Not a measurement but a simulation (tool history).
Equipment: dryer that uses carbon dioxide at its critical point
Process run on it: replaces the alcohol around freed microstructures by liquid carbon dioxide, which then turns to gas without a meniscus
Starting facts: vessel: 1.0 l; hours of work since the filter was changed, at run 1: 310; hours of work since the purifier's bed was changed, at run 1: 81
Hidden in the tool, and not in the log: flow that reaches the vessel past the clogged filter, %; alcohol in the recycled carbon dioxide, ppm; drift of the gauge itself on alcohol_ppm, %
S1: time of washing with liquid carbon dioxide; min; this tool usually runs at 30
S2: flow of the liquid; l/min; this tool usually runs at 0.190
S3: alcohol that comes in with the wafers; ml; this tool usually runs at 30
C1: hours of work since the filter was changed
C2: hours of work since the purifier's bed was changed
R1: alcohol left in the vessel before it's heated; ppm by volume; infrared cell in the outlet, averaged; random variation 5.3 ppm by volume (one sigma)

Run 1, day 0.000: usual settings; C1 310; C2 81. Result: R1 176 ppm by volume.
Run 2, day 0.421: usual settings; C1 317; C2 88. Result: R1 188 ppm by volume.
Run 3, day 0.688: usual settings; C1 322; C2 93. Result: R1 194 ppm by volume.
Run 4, day 1.138: usual settings; C1 330; C2 101. Result: R1 195 ppm by volume.
Run 5, day 1.542: usual settings but S2 0.208 l/min; C1 337; C2 108. Result: R1 119 ppm by volume.
Run 6, day 1.850: usual settings but S3 44 ml; C1 342; C2 114. Result: R1 288 ppm by volume.
Run 7, day 2.150: usual settings but S3 58 ml; C1 348; C2 119. Result: R1 374 ppm by volume.
Run 8, day 2.558: usual settings but S3 58 ml; C1 355; C2 126. Result: R1 387 ppm by volume.
Run 9, day 2.871: usual settings but S2 0.233 l/min; C1 361; C2 132. Result: R1 66 ppm by volume.
Run 10, day 3.200: usual settings but S2 0.175 l/min; C1 366; C2 138. Result: R1 297 ppm by volume.
Run 11, day 3.396: usual settings but S2 0.175 l/min; C1 370; C2 141. Result: R1 320 ppm by volume.
At day 3.538: inlet filter changed.
Run 12, day 3.704: usual settings but S2 0.175 l/min; C1 3; C2 146. Result: R1 195 ppm by volume.
Run 13, day 3.883: usual settings but S2 0.183 l/min; C1 6; C2 149. Result: R1 148 ppm by volume.
Run 14, day 4.142: usual settings but S2 0.183 l/min; C1 11; C2 153. Result: R1 159 ppm by volume.
Run 15, day 4.575: usual settings but S2 0.183 l/min; C1 18; C2 161. Result: R1 160 ppm by volume.
Run 16, day 4.892: usual settings but S2 0.183 l/min; C1 24; C2 167. Result: R1 162 ppm by volume.
Run 17, day 5.183: usual settings but S2 0.183 l/min; C1 29; C2 172. Result: R1 159 ppm by volume.
Run 18, day 5.475: usual settings but S2 0.183 l/min, S3 82 ml; C1 34; C2 177. Result: R1 408 ppm by volume.
Run 19, day 5.733: usual settings but S2 0.183 l/min, S3 28 ml; C1 39; C2 182. Result: R1 153 ppm by volume.
Run 20, day 6.000: usual settings but S2 0.183 l/min, S3 28 ml; C1 44; C2 186. Result: R1 147 ppm by volume.
Run 21, day 6.450: usual settings but S2 0.183 l/min, S3 28 ml; C1 52; C2 194. Result: R1 150 ppm by volume.
Run 22, day 6.871: usual settings but S2 0.183 l/min, S3 28 ml; C1 59; C2 202. Result: R1 153 ppm by volume.
Run 23, day 7.204: usual settings but S1 28 min, S2 0.183 l/min, S3 28 ml; C1 65; C2 208. Result: R1 219 ppm by volume.
Run 24, day 7.504: usual settings but S1 28 min, S2 0.183 l/min, S3 32 ml; C1 70; C2 213. Result: R1 247 ppm by volume.
Run 25, day 7.867: usual settings but S1 47 min, S2 0.158 l/min, S3 62 ml; C1 77; C2 220. Result: R1 75 ppm by volume.
Run 26, day 8.121: usual settings but S1 46 min, S2 0.173 l/min; C1 81; C2 224. Result: R1 33 ppm by volume.
Run 27, day 8.546: usual settings but S1 46 min, S2 0.173 l/min; C1 89; C2 232. Result: R1 26 ppm by volume.
Run 28, day 8.888: usual settings but S1 46 min, S2 0.251 l/min; C1 95; C2 238. Result: R1 15 ppm by volume.
Run 29, day 9.296: usual settings but S1 19 min, S3 35 ml; C1 102; C2 245. Result: R1 1113 ppm by volume.
Run 30, day 9.529: usual settings but S1 19 min, S3 35 ml; C1 106; C2 249. Result: R1 1134 ppm by volume.
Run 31, day 9.842: usual settings but S1 39 min, S3 87 ml; C1 112; C2 255. Result: R1 92 ppm by volume.
Run 32, day 10.112: usual settings but S1 39 min, S3 87 ml; C1 117; C2 259. Result: R1 90 ppm by volume.
Run 33, day 10.475: usual settings but S1 37 min, S2 0.155 l/min, S3 28 ml; C1 123; C2 266. Result: R1 145 ppm by volume.
Run 34, day 10.658: usual settings but S3 23 ml; C1 126; C2 269. Result: R1 122 ppm by volume.
Run 35, day 10.988: usual settings but S2 0.272 l/min, S3 34 ml; C1 132; C2 275. Result: R1 30 ppm by volume.
Run 36, day 11.275: usual settings but S2 0.272 l/min, S3 34 ml; C1 137; C2 280. Result: R1 32 ppm by volume.
Run 37, day 11.488: usual settings but S1 28 min, S3 97 ml; C1 141; C2 284. Result: R1 637 ppm by volume.
Run 38, day 11.908: usual settings but S1 28 min, S2 0.307 l/min, S3 97 ml; C1 148; C2 291. Result: R1 36 ppm by volume.
Run 39, day 12.300: usual settings but S1 28 min, S2 0.307 l/min, S3 97 ml; C1 155; C2 298. Result: R1 43 ppm by volume.
Run 40, day 12.671: usual settings but S1 28 min, S2 0.307 l/min, S3 73 ml; C1 162; C2 305. Result: R1 31 ppm by volume.
Run 41, day 12.875: usual settings but S1 28 min, S2 0.307 l/min, S3 73 ml; C1 166; C2 308. Result: R1 40 ppm by volume.
Run 42, day 13.154: usual settings but S1 24 min, S2 0.158 l/min, S3 67 ml; C1 170; C2 313. Result: R1 2008 ppm by volume.
Run 43, day 13.429: usual settings but S1 24 min, S2 0.158 l/min, S3 67 ml; C1 175; C2 318. Result: R1 2044 ppm by volume.
Run 44, day 13.642: usual settings but S1 18 min, S2 0.299 l/min, S3 67 ml; C1 179; C2 322. Result: R1 373 ppm by volume.
Run 45, day 13.854: usual settings but S1 31 min, S2 0.177 l/min, S3 63 ml; C1 183; C2 326. Result: R1 401 ppm by volume.
Run 46, day 14.096: usual settings but S1 31 min, S2 0.177 l/min, S3 63 ml; C1 187; C2 330. Result: R1 384 ppm by volume.
Run 47, day 14.383: usual settings but S1 27 min; C1 192; C2 335. Result: R1 279 ppm by volume.

Below are 4 alternative next runs, each starting from the tool's condition after run 47. Predict each:
Run A, day 14.571: usual settings but S1 27 min, S3 34 ml; C1 196; C2 338. Result: R1 ?.
Run B, day 14.571: usual settings but S2 0.217 l/min, S3 48 ml; C1 196; C2 338. Result: R1 ?.
Run C, day 14.571: usual settings but S1 34 min, S2 0.133 l/min, S3 78 ml; C1 196; C2 338. Result: R1 ?.
Run D, day 14.571: usual settings but S1 27 min, S2 0.245 l/min, S3 31 ml; C1 196; C2 338. Result: R1 ?.

run    R1
  A   297
  B   117
  C  1352
  D    68
With no hidden state in the tool, these same runs would have given:
run    R1
  A   220
  B    75
  C  1078
  D    38
